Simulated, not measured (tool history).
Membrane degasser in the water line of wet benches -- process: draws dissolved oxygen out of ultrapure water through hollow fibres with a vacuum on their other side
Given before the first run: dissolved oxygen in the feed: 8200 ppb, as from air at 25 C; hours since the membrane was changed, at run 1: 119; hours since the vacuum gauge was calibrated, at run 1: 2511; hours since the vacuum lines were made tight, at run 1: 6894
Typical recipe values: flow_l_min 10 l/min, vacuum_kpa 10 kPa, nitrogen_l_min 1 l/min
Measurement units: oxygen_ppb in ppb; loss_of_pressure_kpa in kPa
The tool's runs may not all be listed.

run,hour,flow_l_min,vacuum_kpa,nitrogen_l_min,hours since the membrane was changed,hours since the vacuum gauge was calibrated,hours since the vacuum lines were made tight,oxygen_ppb,loss_of_pressure_kpa
1,0,10,10,1,119,2511,6894,174.5,57.22
2,22.4,13,10,1,142,2533,6916,251.2,74.01
3,52.6,10,10,1,172,2564,6946,176.6,57.34
4,93,8,10,1,212,2604,6987,137.2,45.86
5,132,8,10,1,251,2643,7026,139.8,45.42
6,177.6,8,10,1,297,2689,7071,139.9,45.53
7,222.8,10,10,1,342,2734,7117,175.8,56.87
8,264.1,10,10,1,383,2775,7158,174.9,57.36
9,291,10,10,1,410,2802,7185,178.1,56.72
10,318.6,10,10,1,438,2830,7212,177.8,56.99
11,347.8,10,10,2.34,467,2859,7242,84.7,57.35
12,372.4,10,10,0.43,492,2883,7266,358.1,56.63
13,415.6,10,10,1,535,2927,7309,172.5,57.3
14,439.9,10,10,1,559,2951,7334,177.2,56.72
15,463.1,10,10,1,582,2974,7357,176.1,57.03
16,498.7,10,10,1,618,3010,7392,175.1,57.57
17,524.3,10,10,1,643,3035,7418,175.3,57.26
18,568.7,11,10,1.43,688,3080,7462,147.2,62.96
19,598.6,8,10.8,1,718,3110,7492,152.7,45.76
20,621,8,10.8,1,740,3132,7515,157.3,45.42
21,649.6,10,18.2,2.79,769,3161,7543,145.9,57.38
22,687.3,10,19.8,2.79,807,3198,7581,162.1,57.02
23,726.4,10,19.8,2.79,846,3237,7620,160.8,56.79
24,758.3,10,19.8,0.72,878,3269,7652,532.2,57.36
25,799.7,8,16,1.94,919,3311,7693,137.6,45.72
26,821.6,8,16,1.94,941,3333,7715,134.4,45.53
27,862,10,12.8,1.45,981,3373,7756,174.2,56.93

Run 28 comes next. What will it give?
28,902,10,12.8,1.45,1021,3413,7796,?,?

Run 28 produced oxygen_ppb 176.3 ppb, loss_of_pressure_kpa 57.14 kPa.
Had the tool carried no hidden state, the very same run would have given oxygen_ppb 169.1 ppb, loss_of_pressure_kpa 56.92 kPa.
